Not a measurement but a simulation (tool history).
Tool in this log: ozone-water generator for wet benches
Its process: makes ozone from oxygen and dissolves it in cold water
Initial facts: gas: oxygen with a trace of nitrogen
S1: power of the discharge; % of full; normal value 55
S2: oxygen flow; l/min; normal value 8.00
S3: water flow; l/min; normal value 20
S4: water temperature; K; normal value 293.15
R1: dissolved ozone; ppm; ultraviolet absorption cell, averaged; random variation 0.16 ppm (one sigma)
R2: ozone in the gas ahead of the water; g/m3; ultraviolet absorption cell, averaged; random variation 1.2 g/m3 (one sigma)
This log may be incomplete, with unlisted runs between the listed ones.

Run 1, day 0.000: usual settings. Result: R1 20.5 ppm, R2 205.0 g/m3.
Run 2, day 1.633: usual settings. Result: R1 20.8 ppm, R2 206.9 g/m3.
Run 3, day 3.388: usual settings. Result: R1 21.0 ppm, R2 205.3 g/m3.
Run 4, day 4.362: usual settings. Result: R1 20.8 ppm, R2 205.6 g/m3.
Run 5, day 5.850: usual settings but S1 78 % of full. Result: R1 27.3 ppm, R2 276.6 g/m3.
Run 6, day 7.942: usual settings. Result: R1 20.7 ppm, R2 204.9 g/m3.
Run 7, day 8.875: usual settings but S4 294.15 K. Result: R1 20.3 ppm, R2 207.3 g/m3.
Run 8, day 10.838: usual settings but S4 294.15 K. Result: R1 20.0 ppm, R2 205.5 g/m3.
Run 9, day 12.008: usual settings but S2 4.93 l/min, S4 294.15 K. Result: R1 19.5 ppm, R2 251.0 g/m3.
Run 10, day 13.879: usual settings but S2 4.93 l/min, S4 294.15 K. Result: R1 19.5 ppm, R2 251.3 g/m3.
Run 11, day 15.483: usual settings but S2 6.30 l/min. Result: R1 20.4 ppm, R2 226.8 g/m3.
Run 12, day 16.888: usual settings but S2 6.30 l/min. Result: R1 20.4 ppm, R2 226.8 g/m3.
Run 13, day 18.404: usual settings. Result: R1 20.8 ppm, R2 204.8 g/m3.
Run 14, day 19.533: usual settings. Result: R1 20.7 ppm, R2 204.0 g/m3.
Run 15, day 20.783: usual settings. Result: R1 20.8 ppm, R2 204.0 g/m3.
Run 16, day 21.958: usual settings. Result: R1 20.4 ppm, R2 204.6 g/m3.
Run 17, day 24.067: usual settings. Result: R1 20.7 ppm, R2 204.8 g/m3.
Run 18, day 25.575: usual settings but S2 7.78 l/min. Result: R1 20.7 ppm, R2 203.6 g/m3.
Run 19, day 27.646: usual settings but S1 52 % of full, S3 24 l/min. Result: R1 17.3 ppm, R2 194.4 g/m3.
Run 20, day 29.550: usual settings but S1 52 % of full, S3 24 l/min. Result: R1 17.4 ppm, R2 196.8 g/m3.
Run 21, day 31.112: usual settings but S2 9.64 l/min. Result: R1 20.4 ppm, R2 189.3 g/m3.
Run 22, day 32.954: usual settings but S2 9.64 l/min. Result: R1 20.3 ppm, R2 188.9 g/m3.
Run 23, day 34.533: usual settings but S1 72 % of full, S2 9.64 l/min. Result: R1 25.2 ppm, R2 234.5 g/m3.
Run 24, day 36.379: usual settings but S1 72 % of full, S2 9.64 l/min. Result: R1 25.1 ppm, R2 232.6 g/m3.
Run 25, day 37.438: usual settings but S2 8.08 l/min, S4 298.15 K. Result: R1 18.2 ppm, R2 205.9 g/m3.
Run 26, day 39.250: usual settings but S2 8.08 l/min, S4 298.15 K. Result: R1 18.6 ppm, R2 203.3 g/m3.
Run 27, day 40.146: usual settings but S2 4.94 l/min, S4 298.15 K. Result: R1 18.3 ppm, R2 245.4 g/m3.
Run 28, day 41.179: usual settings but S1 50 % of full, S3 14 l/min. Result: R1 23.2 ppm, R2 188.5 g/m3.
Run 29, day 43.167: usual settings but S1 58 % of full, S2 8.23 l/min, S3 14 l/min, S4 289.15 K. Result: R1 27.7 ppm, R2 209.0 g/m3.
Run 30, day 44.846: usual settings but S1 58 % of full, S2 8.23 l/min, S3 14 l/min, S4 289.15 K. Result: R1 28.2 ppm, R2 208.0 g/m3.
Run 31, day 46.671: usual settings but S1 45 % of full, S2 8.23 l/min, S3 26 l/min, S4 289.15 K. Result: R1 15.5 ppm, R2 170.0 g/m3.
Run 32, day 48.825: usual settings but S1 67 % of full, S3 26 l/min, S4 288.15 K. Result: R1 21.1 ppm, R2 235.7 g/m3.
Run 33, day 50.388: usual settings but S1 67 % of full, S3 26 l/min, S4 288.15 K. Result: R1 21.2 ppm, R2 235.9 g/m3.
Run 34, day 51.521: usual settings but S1 67 % of full, S2 10.43 l/min, S3 26 l/min, S4 288.15 K. Result: R1 21.9 ppm, R2 210.7 g/m3.

Each row is a separate what-if for the run after 34, all from the same tool condition, not one after another. Results?
Run A, day 52.950: usual settings but S2 6.47 l/min, S3 17 l/min, S4 294.15 K. Result: R1 ?, R2 ?.
Run B, day 52.950: usual settings but S1 41 % of full, S2 10.43 l/min, S3 18 l/min, S4 299.15 K. Result: R1 ?, R2 ?.
Run C, day 52.950: usual settings but S1 60 % of full, S2 12.69 l/min, S3 26 l/min, S4 296.15 K. Result: R1 ?, R2 ?.

run    R1     R2
  A  21.7  219.1
  B  14.9  145.4
  C  17.5  180.2
What these runs would have given with no unlogged condition in the tool:
run    R1     R2
  A  23.0  226.5
  B  15.6  148.9
  C  18.6  186.9
